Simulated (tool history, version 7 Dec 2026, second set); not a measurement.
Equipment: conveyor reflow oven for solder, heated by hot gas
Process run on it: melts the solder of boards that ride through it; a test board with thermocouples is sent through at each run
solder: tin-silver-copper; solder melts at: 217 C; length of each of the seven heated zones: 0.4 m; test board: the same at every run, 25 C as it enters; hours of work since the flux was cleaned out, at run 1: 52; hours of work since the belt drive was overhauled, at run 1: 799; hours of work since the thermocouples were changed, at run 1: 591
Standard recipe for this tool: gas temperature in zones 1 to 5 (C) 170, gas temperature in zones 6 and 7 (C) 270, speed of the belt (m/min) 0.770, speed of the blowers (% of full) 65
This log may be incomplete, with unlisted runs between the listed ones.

run,hour,gas temperature in zones 1 to 5 (C),gas temperature in zones 6 and 7 (C),speed of the belt (m/min),speed of the blowers (% of full),hours of work since the flux was cleaned out,hours of work since the belt drive was overhauled,hours of work since the thermocouples were changed,highest temperature of the board (C),time above the solder's melting point (s)
1,0.0,170,270,0.770,65,52,799,591,254.1,47.5
2,36.3,170,270,0.770,65,68,815,607,253.4,47.4
3,62.5,170,270,0.770,65,79,826,618,253.8,48.4
4,81.8,170,278,0.770,65,88,835,627,260.6,51.7
5,99.1,170,278,0.770,65,95,842,634,259.8,51.6
6,137.4,170,265,0.770,65,112,859,651,248.8,44.7
7,170.6,170,259,0.770,65,127,874,666,242.6,41.2
8,192.5,170,259,0.770,65,136,883,675,243.4,41.4
9,224.7,170,259,0.770,65,150,897,689,243.5,41.7
10,258.8,170,259,0.770,68,165,912,704,244.1,42.0
11,281.0,170,259,0.770,68,175,922,714,243.3,42.2
12,307.3,170,270,0.748,65,186,933,725,253.1,48.8
13,340.0,170,270,0.770,65,201,948,740,252.4,47.1
14,367.0,170,270,0.770,65,213,960,751,252.7,47.4
15,406.2,170,270,0.770,65,230,977,769,252.1,47.7
16,426.7,159,270,0.770,65,239,986,778,250.9,44.0
17,462.4,159,264,0.770,65,254,1001,793,245.5,40.6
18,479.8,159,264,0.770,65,262,1009,801,245.7,39.5
19,518.5,161,270,0.779,65,279,1026,818,250.0,43.4
20,557.8,175,267,0.876,80,296,1043,835,249.1,40.8
21,583.7,175,267,0.876,80,307,1054,846,248.5,40.3
# hour 601.3: belt drive overhauled, speed set with a stopwatch
22,623.2,169,277,0.690,52,323,10,862,257.9,53.9
23,648.1,169,277,0.690,52,334,20,873,257.4,54.1
24,683.6,170,270,0.871,56,349,36,888,245.6,34.3
25,722.3,170,281,0.671,56,366,53,905,263.3,59.1
26,750.6,183,284,0.674,54,379,65,918,266.8,64.8
27,770.0,183,284,0.746,60,387,74,926,265.2,57.7
28,793.8,183,284,0.746,60,398,84,936,264.6,57.4
29,819.4,159,270,0.822,65,409,95,948,245.0,36.1
30,842.3,159,270,0.822,65,419,105,958,245.4,35.9

Some steps in highest temperature of the board (C) between neighbouring runs. How much of each would the tool show without its hidden state too (settings, what came in, random variation), and how much is left for the hidden state, with any gauge scatter that isn't in both results?
Hidden conditions of the tool in this case: heat that the gas passes to the board, % of a clean oven's; belt's true speed, % of the reading; true gas temperature in zones 6 and 7 over the reading, C; drift of the gauge itself on peak_c, C; drift of the gauge itself on liquid_s, %.
Run 21 -> 22: gas temperature in zones 1 to 5 (C) 175 -> 169, gas temperature in zones 6 and 7 (C) 267 -> 277, speed of the belt (m/min) 0.876 -> 0.690, speed of the blowers (% of full) 80 -> 52, belt drive overhauled, speed set with a stopwatch. highest temperature of the board (C) +9.4: hidden state -0.6, all else +10.0.
Run 23 -> 24: gas temperature in zones 1 to 5 (C) 169 -> 170, gas temperature in zones 6 and 7 (C) 277 -> 270, speed of the belt (m/min) 0.690 -> 0.871, speed of the blowers (% of full) 52 -> 56. highest temperature of the board (C) -11.8: hidden state -0.4, all else -11.4.
Run 24 -> 25: gas temperature in zones 6 and 7 (C) 270 -> 281, speed of the belt (m/min) 0.871 -> 0.671. highest temperature of the board (C) +17.7: hidden state +0.2, all else +17.5.
Run 28 -> 29: gas temperature in zones 1 to 5 (C) 183 -> 159, gas temperature in zones 6 and 7 (C) 284 -> 270, speed of the belt (m/min) 0.746 -> 0.822, speed of the blowers (% of full) 60 -> 65. highest temperature of the board (C) -19.6: hidden state -0.6, all else -19.0.
